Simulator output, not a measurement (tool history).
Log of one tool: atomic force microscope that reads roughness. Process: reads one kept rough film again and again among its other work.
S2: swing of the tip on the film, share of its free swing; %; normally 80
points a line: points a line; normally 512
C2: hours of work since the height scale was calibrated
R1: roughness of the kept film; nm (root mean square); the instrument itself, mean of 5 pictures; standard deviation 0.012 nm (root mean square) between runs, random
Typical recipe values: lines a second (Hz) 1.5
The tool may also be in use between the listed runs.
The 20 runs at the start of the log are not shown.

Run 21, hour 149.2: usual settings but S2 59 %, points a line 838; pictures with this tip 86; C2 354. Result: R1 3.154 nm (root mean square).
At hour 151.3: new tip fitted.
Run 22, hour 158.3: usual settings but S2 59 %, points a line 838; pictures with this tip 13; C2 360. Result: R1 3.221 nm (root mean square).
Run 23, hour 166.7: usual settings but points a line 315; pictures with this tip 28; C2 365. Result: R1 2.882 nm (root mean square).
Run 24, hour 172.5: usual settings but points a line 315; pictures with this tip 38; C2 369. Result: R1 2.86 nm (root mean square).
Run 25, hour 180.6: usual settings but S2 70 %, points a line 729; pictures with this tip 53; C2 375. Result: R1 3.047 nm (root mean square).
Run 26, hour 187.4: usual settings but lines a second (Hz) 1.4, S2 77 %, points a line 729; pictures with this tip 65; C2 380. Result: R1 2.92 nm (root mean square).
Run 27, hour 196.1: usual settings but lines a second (Hz) 3.73, S2 71 %, points a line 729; pictures with this tip 80; C2 386. Result: R1 2.663 nm (root mean square).
At hour 201.4: new tip fitted.
Run 28, hour 201.6: usual settings but lines a second (Hz) 0.98, S2 62 %, points a line 264; pictures with this tip 0; C2 389. Result: R1 3.259 nm (root mean square).
Run 29, hour 209: usual settings but lines a second (Hz) 2.73, S2 56 %, points a line 473; pictures with this tip 14; C2 394. Result: R1 3.146 nm (root mean square).
Run 30, hour 215.1: usual settings but lines a second (Hz) 2.73, S2 56 %, points a line 473; pictures with this tip 25; C2 399. Result: R1 3.157 nm (root mean square).
Run 31, hour 225: usual settings but lines a second (Hz) 0.9, S2 75 %; pictures with this tip 42; C2 405. Result: R1 3.111 nm (root mean square).
Run 32, hour 234.6: usual settings but lines a second (Hz) 1.01, S2 84 %, points a line 632; pictures with this tip 59; C2 412. Result: R1 2.926 nm (root mean square).
Run 33, hour 239.4: usual settings but lines a second (Hz) 3.69, S2 73 %, points a line 295; pictures with this tip 68; C2 415. Result: R1 2.593 nm (root mean square).
Run 34, hour 247.6: usual settings but lines a second (Hz) 3.69, S2 73 %, points a line 295; pictures with this tip 83; C2 421. Result: R1 2.579 nm (root mean square).
At hour 251.7: new tip fitted.
Run 35, hour 256.5: usual settings but lines a second (Hz) 3.69, S2 66 %, points a line 295; pictures with this tip 9; C2 427. Result: R1 2.84 nm (root mean square).
Run 36, hour 263.5: usual settings but lines a second (Hz) 2.23, S2 79 %, points a line 295; pictures with this tip 21; C2 432. Result: R1 2.733 nm (root mean square).
Run 37, hour 268.4: usual settings but lines a second (Hz) 3.34, S2 81 %, points a line 771; pictures with this tip 30; C2 435. Result: R1 2.445 nm (root mean square).
Run 38, hour 274: usual settings but lines a second (Hz) 3.34, S2 81 %, points a line 771; pictures with this tip 40; C2 439. Result: R1 2.426 nm (root mean square).
Run 39, hour 283.6: usual settings but lines a second (Hz) 1.19, S2 56 %, points a line 771; pictures with this tip 57; C2 446. Result: R1 3.241 nm (root mean square).
Run 40, hour 288.9: usual settings but lines a second (Hz) 1.67, S2 81 %, points a line 373; pictures with this tip 67; C2 449. Result: R1 2.789 nm (root mean square).

Here are 5 independent what-if runs from the current tool condition. What would each one return?
Run A, hour 297: usual settings but lines a second (Hz) 0.72, S2 60 %, points a line 373; pictures with this tip 81; C2 455. Result: R1 ?.
Run B, hour 297: usual settings but lines a second (Hz) 0.54, S2 89 %, points a line 373; pictures with this tip 81; C2 455. Result: R1 ?.
Run C, hour 297: usual settings but lines a second (Hz) 1.97, S2 66 %, points a line 566; pictures with this tip 81; C2 455. Result: R1 ?.
Run D, hour 297: usual settings but lines a second (Hz) 0.64, points a line 870; pictures with this tip 81; C2 455. Result: R1 ?.
Run E, hour 297: usual settings but lines a second (Hz) 0.61, S2 81 %, points a line 373; pictures with this tip 81; C2 455. Result: R1 ?.

run     R1
  A  3.236
  B  3.043
  C  3.038
  D  3.092
  E  3.068
What these runs would have given with no unlogged condition in the tool:
run     R1
  A  3.345
  B  3.145
  C   3.14
  D  3.196
  E  3.171
